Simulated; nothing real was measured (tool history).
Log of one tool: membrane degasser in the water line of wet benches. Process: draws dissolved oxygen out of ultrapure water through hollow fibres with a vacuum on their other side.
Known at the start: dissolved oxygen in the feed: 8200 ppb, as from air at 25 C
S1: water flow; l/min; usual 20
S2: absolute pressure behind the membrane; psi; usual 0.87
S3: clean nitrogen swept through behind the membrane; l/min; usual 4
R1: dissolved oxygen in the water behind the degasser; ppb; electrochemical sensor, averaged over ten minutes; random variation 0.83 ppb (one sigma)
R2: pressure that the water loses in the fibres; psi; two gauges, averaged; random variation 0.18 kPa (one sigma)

run	hour	S1	S2	S3	R1	R2
1	0	20	0.87	4	82.3	5.704
2	31.5	20	0.87	4	84	5.703
# hour 53.9: vacuum gauge calibrated
3	62.7	20	0.87	4	83.6	5.728
4	87.1	20	0.87	4	84	5.733
5	136.1	20	0.87	4	83.4	5.683
6	182.9	20	0.87	4	83.5	5.755
# hour 214.3: vacuum gauge calibrated, once more
7	237.1	20	1.478	4	133.3	5.717
8	287.4	20	0.87	4	82.6	5.749
9	324	20	1.479	4	134.5	5.685
10	368.5	20	1.479	3.71	139.2	5.71
11	403.6	20	1.479	3.71	140.5	5.755
12	445.3	20	1.479	3.71	139.4	5.743
13	482.1	20	1.479	3.71	142.4	5.709
14	505.6	20	0.87	4	80.5	5.704
15	528.9	20	0.87	4	81.5	5.722
16	578.6	27	0.87	4	190.1	7.761
17	617.7	20	1.054	7.7	73	5.736

Forecast run 18:
18	646.5	17	0.734	9.52	?	?

R1: 30.3 ppb
R2: 4.865 psi
Without the tool's hidden state the same run would have given R1 28.1 ppb, R2 4.801 psi.
